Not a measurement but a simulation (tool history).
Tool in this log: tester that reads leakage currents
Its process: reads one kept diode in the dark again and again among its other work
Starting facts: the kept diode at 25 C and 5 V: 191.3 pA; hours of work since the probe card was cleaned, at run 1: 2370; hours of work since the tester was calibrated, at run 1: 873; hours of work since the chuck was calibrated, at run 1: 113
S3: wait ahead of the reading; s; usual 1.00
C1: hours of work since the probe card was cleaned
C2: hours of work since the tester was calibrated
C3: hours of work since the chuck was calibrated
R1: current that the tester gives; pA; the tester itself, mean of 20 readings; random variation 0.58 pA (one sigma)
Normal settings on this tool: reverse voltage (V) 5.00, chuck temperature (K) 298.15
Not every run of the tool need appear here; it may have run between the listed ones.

{"run": 1, "hour": 0.0, "reverse voltage (V)": 5.0, "chuck temperature (K)": 298.15, "S3": 1.0, "C1": 2370, "C2": 873, "C3": 113, "R1": 199.92}
{"run": 2, "hour": 50.7, "reverse voltage (V)": 5.0, "chuck temperature (K)": 298.15, "S3": 1.0, "C1": 2393, "C2": 896, "C3": 136, "R1": 200.41}
{"run": 3, "hour": 88.7, "reverse voltage (V)": 5.0, "chuck temperature (K)": 298.15, "S3": 1.0, "C1": 2410, "C2": 913, "C3": 153, "R1": 200.07}
{"run": 4, "hour": 153.1, "reverse voltage (V)": 5.0, "chuck temperature (K)": 308.15, "S3": 1.0, "C1": 2439, "C2": 941, "C3": 182, "R1": 437.23}
{"run": 5, "hour": 211.3, "reverse voltage (V)": 5.0, "chuck temperature (K)": 308.15, "S3": 1.0, "C1": 2464, "C2": 967, "C3": 208, "R1": 437.42}
{"run": 6, "hour": 244.0, "reverse voltage (V)": 5.0, "chuck temperature (K)": 308.15, "S3": 0.33, "C1": 2479, "C2": 982, "C3": 222, "R1": 436.25}
{"run": 7, "hour": 312.9, "reverse voltage (V)": 5.0, "chuck temperature (K)": 308.15, "S3": 0.33, "C1": 2510, "C2": 1013, "C3": 253, "R1": 435.59}
{"hour": 342.5, "done": "probe card cleaned and baked"}
{"run": 8, "hour": 352.5, "reverse voltage (V)": 5.0, "chuck temperature (K)": 308.15, "S3": 0.33, "C1": 4, "C2": 1029, "C3": 269, "R1": 428.29}
{"run": 9, "hour": 415.7, "reverse voltage (V)": 5.0, "chuck temperature (K)": 298.15, "S3": 1.44, "C1": 33, "C2": 1057, "C3": 297, "R1": 191.32}
{"run": 10, "hour": 482.5, "reverse voltage (V)": 5.0, "chuck temperature (K)": 298.15, "S3": 1.44, "C1": 62, "C2": 1087, "C3": 327, "R1": 190.83}
{"run": 11, "hour": 543.5, "reverse voltage (V)": 11.6, "chuck temperature (K)": 298.15, "S3": 1.44, "C1": 90, "C2": 1114, "C3": 354, "R1": 262.33}
{"run": 12, "hour": 604.6, "reverse voltage (V)": 5.0, "chuck temperature (K)": 298.15, "S3": 1.0, "C1": 117, "C2": 1141, "C3": 382, "R1": 189.85}
{"run": 13, "hour": 643.1, "reverse voltage (V)": 5.0, "chuck temperature (K)": 298.15, "S3": 1.0, "C1": 134, "C2": 1158, "C3": 399, "R1": 189.57}
{"run": 14, "hour": 697.4, "reverse voltage (V)": 5.0, "chuck temperature (K)": 298.15, "S3": 1.0, "C1": 158, "C2": 1183, "C3": 423, "R1": 189.94}
{"run": 15, "hour": 766.7, "reverse voltage (V)": 5.0, "chuck temperature (K)": 298.15, "S3": 1.0, "C1": 189, "C2": 1214, "C3": 454, "R1": 188.94}
{"run": 16, "hour": 819.6, "reverse voltage (V)": 5.0, "chuck temperature (K)": 298.15, "S3": 1.0, "C1": 213, "C2": 1237, "C3": 478, "R1": 189.39}
{"run": 17, "hour": 849.4, "reverse voltage (V)": 5.0, "chuck temperature (K)": 298.15, "S3": 1.0, "C1": 226, "C2": 1250, "C3": 491, "R1": 189.02}
{"run": 18, "hour": 887.8, "reverse voltage (V)": 5.68, "chuck temperature (K)": 298.15, "S3": 1.0, "C1": 243, "C2": 1268, "C3": 508, "R1": 198.43}
{"run": 19, "hour": 918.6, "reverse voltage (V)": 5.0, "chuck temperature (K)": 298.15, "S3": 1.0, "C1": 257, "C2": 1281, "C3": 522, "R1": 189.34}
{"run": 20, "hour": 970.9, "reverse voltage (V)": 5.0, "chuck temperature (K)": 298.15, "S3": 1.0, "C1": 280, "C2": 1305, "C3": 545, "R1": 188.01}
{"run": 21, "hour": 1019.5, "reverse voltage (V)": 5.0, "chuck temperature (K)": 298.15, "S3": 1.0, "C1": 302, "C2": 1326, "C3": 567, "R1": 188.98}
{"run": 22, "hour": 1049.7, "reverse voltage (V)": 7.53, "chuck temperature (K)": 313.15, "S3": 1.0, "C1": 315, "C2": 1340, "C3": 580, "R1": 719.52}
{"run": 23, "hour": 1104.7, "reverse voltage (V)": 2.17, "chuck temperature (K)": 310.15, "S3": 1.0, "C1": 340, "C2": 1364, "C3": 605, "R1": 354.33}
{"run": 24, "hour": 1163.8, "reverse voltage (V)": 2.17, "chuck temperature (K)": 310.15, "S3": 1.0, "C1": 366, "C2": 1391, "C3": 631, "R1": 354.78}
{"run": 25, "hour": 1235.2, "reverse voltage (V)": 5.0, "chuck temperature (K)": 305.15, "S3": 1.0, "C1": 398, "C2": 1423, "C3": 663, "R1": 333.09}
{"run": 26, "hour": 1289.9, "reverse voltage (V)": 8.48, "chuck temperature (K)": 298.15, "S3": 1.0, "C1": 423, "C2": 1447, "C3": 687, "R1": 229.66}
{"run": 27, "hour": 1354.7, "reverse voltage (V)": 1.83, "chuck temperature (K)": 327.15, "S3": 0.6, "C1": 451, "C2": 1476, "C3": 716, "R1": 1140.96}
{"run": 28, "hour": 1403.4, "reverse voltage (V)": 1.83, "chuck temperature (K)": 327.15, "S3": 0.6, "C1": 473, "C2": 1498, "C3": 738, "R1": 1139.04}
{"run": 29, "hour": 1449.0, "reverse voltage (V)": 1.83, "chuck temperature (K)": 327.15, "S3": 0.6, "C1": 493, "C2": 1518, "C3": 758, "R1": 1140.52}
{"run": 30, "hour": 1483.6, "reverse voltage (V)": 1.83, "chuck temperature (K)": 327.15, "S3": 0.6, "C1": 509, "C2": 1533, "C3": 774, "R1": 1145.22}

Run 31 has not been measured yet. What should we expect?
{"run": 31, "hour": 1532.1, "reverse voltage (V)": 5.0, "chuck temperature (K)": 298.15, "S3": 3.91, "C1": 531, "C2": 1555, "C3": 795, "R1": "?"}

Run 31 measured R1 184.96 pA.
Without the tool's hidden state the same run would have given R1 191.11 pA.
